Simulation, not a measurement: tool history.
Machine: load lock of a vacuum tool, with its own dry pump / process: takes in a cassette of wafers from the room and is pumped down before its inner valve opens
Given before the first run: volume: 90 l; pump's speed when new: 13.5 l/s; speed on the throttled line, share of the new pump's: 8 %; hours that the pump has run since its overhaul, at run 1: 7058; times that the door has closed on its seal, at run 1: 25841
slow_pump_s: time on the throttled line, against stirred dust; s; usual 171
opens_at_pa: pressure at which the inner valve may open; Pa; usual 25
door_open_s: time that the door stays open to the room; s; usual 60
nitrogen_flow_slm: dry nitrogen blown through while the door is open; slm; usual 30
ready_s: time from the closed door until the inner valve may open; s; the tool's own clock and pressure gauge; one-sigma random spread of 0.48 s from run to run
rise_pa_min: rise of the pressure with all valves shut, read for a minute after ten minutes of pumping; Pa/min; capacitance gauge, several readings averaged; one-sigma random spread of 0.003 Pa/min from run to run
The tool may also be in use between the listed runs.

run    hour  slow_pump_s  opens_at_pa  door_open_s  nitrogen_flow_slm  hours that the pump has run since its overhaul  times that the door has closed on its seal  incoming humidity of the room's air, %  ready_s  rise_pa_min
  1     0.0          171           25           60                 30                                            7058                                       25841                                    45.1    212.8        0.019
  2   129.4          171           25           60                 30                                            7187                                       26219                                    44.5    213.2        0.022
  3   354.9          171           25           60                 30                                            7413                                       26879                                    47.6    212.7        0.024
  4   504.7          171           25          108                 30                                            7563                                       27318                                    40.5    211.9        0.024
  5   737.1          171           25          108                 30                                            7795                                       27998                                    41.3    212.5        0.025
  6   970.0          171           25          108                 30                                            8028                                       28680                                    44.7    213.0        0.027
  7  1191.0          171           25          108                 30                                            8249                                       29326                                    42.9    213.0        0.021
  8  1420.8          171           25           60                 30                                            8479                                       29999                                    45.3    212.4        0.025
  9  1593.7          171           25           60                 30                                            8652                                       30505                                    43.6    212.9        0.019
 10  1725.7          171           25           60                 30                                            8784                                       30891                                    41.4    212.1        0.019
 11  1903.7          171           25           60                 30                                            8962                                       31412                                    43.7    211.5        0.020
 12  2017.6          171           32           60                 30                                            9076                                       31745                                    43.2    210.9        0.022
     2073.5  -- dry pump taken out, an overhauled one fitted
 13  2152.3          171           32           60                 30                                              79                                       32122                                    46.4    211.1        0.025
 14  2306.2          171           25           60                 30                                             233                                       32573                                    45.2    213.6        0.025
 15  2485.6          235           23           60                 30                                             412                                       33098                                    48.5    272.3        0.025
 16  2691.9          295           39           62                 25                                             618                                       33701                                    47.0    323.3        0.022
 17  2896.6          295           39           62                 25                                             823                                       34300                                    47.1    323.4        0.028
 18  3053.4          295           39           62                 25                                             980                                       34759                                    46.9    323.7        0.027
 19  3251.2          295           39           62                 25                                            1178                                       35338                                    46.9    323.9        0.027
 20  3462.4          187           34           68                 35                                            1389                                       35956                                    44.5    225.4        0.024
 21  3644.3          187           34           68                 35                                            1571                                       36489                                    44.0    224.5        0.024
 22  3759.9          171           25          189                 30                                            1686                                       36827                                    44.0    211.8        0.033
 23  3975.3          171           28           40                 30                                            1902                                       37457                                    44.8    212.1        0.021
 24  4147.0           96           29          114                 42                                            2073                                       37960                                    42.3    142.8        0.021
 25  4348.8          284           40           36                 42                                            2275                                       38550                                    43.5    312.7        0.018
 26  4447.8          284           40           36                 42                                            2374                                       38840                                    48.9    313.0        0.021
 27  4655.9          284           40           36                 42                                            2582                                       39449                                    46.9    312.7        0.015

Consider 4 possible next runs. They are alternatives, not a sequence: every one starts from the tool as it was left by run 27. What does each give?
  A  4867.5          142           35           36                 33                                            2794                                       40069                                    43.8        ?            ?
  B  4867.5          218           40           78                 42                                            2794                                       40069                                    42.7        ?            ?
  C  4867.5          284           44          104                 20                                            2794                                       40069                                    45.9        ?            ?
  D  4867.5          284           28           81                 42                                            2794                                       40069                                    41.1        ?            ?

run  ready_s  rise_pa_min
  A    183.3        0.014
  B    252.4        0.024
  C    311.7        0.036
  D    315.4        0.019
Had the tool no hidden state, the same runs would have come out as:
run  ready_s  rise_pa_min
  A    183.3        0.013
  B    252.4        0.023
  C    311.7        0.036
  D    315.4        0.018
